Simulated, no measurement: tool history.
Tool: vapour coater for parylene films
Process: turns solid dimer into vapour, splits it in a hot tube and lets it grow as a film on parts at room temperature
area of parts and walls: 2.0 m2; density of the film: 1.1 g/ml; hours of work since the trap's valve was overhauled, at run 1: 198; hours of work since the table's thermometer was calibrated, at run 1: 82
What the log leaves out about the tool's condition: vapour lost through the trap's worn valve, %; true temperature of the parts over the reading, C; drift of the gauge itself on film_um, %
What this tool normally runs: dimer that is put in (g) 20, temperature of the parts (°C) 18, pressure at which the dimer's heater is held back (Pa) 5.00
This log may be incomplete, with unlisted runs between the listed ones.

run,day,dimer that is put in (g),temperature of the parts (°C),pressure at which the dimer's heater is held back (Pa),hours of work since the trap's valve was overhauled,hours of work since the table's thermometer was calibrated,thickness of the film (um)
1,0.000,20,18,5.00,198,82,4.14
2,0.308,31,18,5.00,201,85,6.49
3,0.671,31,18,5.00,205,89,6.47
4,1.125,24,18,5.00,211,94,5.10
5,1.604,20,18,5.00,216,100,4.16
6,1.971,20,18,6.85,220,104,4.01
7,2.392,20,18,6.85,225,109,4.04
8,2.842,20,18,2.40,230,114,4.60
9,3.246,20,18,2.40,234,118,4.52
10,3.550,20,18,2.40,238,122,4.61
11,4.138,20,18,2.40,245,128,4.64
12,4.662,20,18,2.40,250,134,4.62
13,5.033,20,29,5.00,255,138,3.24
14,5.629,20,18,5.00,261,145,4.19
15,6.142,20,18,5.00,267,151,4.29
16,6.588,20,17,5.00,272,156,4.25
17,6.967,20,17,5.00,276,160,4.25
18,7.492,20,14,5.00,282,166,4.55
19,8.058,20,14,5.00,289,173,4.57
20,8.492,13,14,5.43,294,177,2.99
21,8.783,13,14,5.43,297,181,2.96
22,9.188,8,11,5.43,301,185,1.96
23,9.638,11,15,10.64,307,190,2.24
24,10.150,15,18,5.00,312,196,3.19
25,10.658,15,18,5.00,318,202,3.12
26,10.971,14,14,10.25,322,205,2.93
27,11.479,14,15,5.00,327,211,3.12
28,11.838,10,25,5.00,331,215,1.74
29,12.133,10,25,5.00,335,219,1.73
30,12.708,29,15,5.52,341,225,6.47
31,13.254,28,14,5.00,347,231,6.40

Run 32 is up next; what results do you expect?
32,13.567,28,14,5.00,351,235,?

{"run 32": {"thickness of the film (um)": 6.55}}
Take away the tool's hidden state, keep the run-to-run variation as it was, and the same run would have given thickness of the film (um) 6.57.

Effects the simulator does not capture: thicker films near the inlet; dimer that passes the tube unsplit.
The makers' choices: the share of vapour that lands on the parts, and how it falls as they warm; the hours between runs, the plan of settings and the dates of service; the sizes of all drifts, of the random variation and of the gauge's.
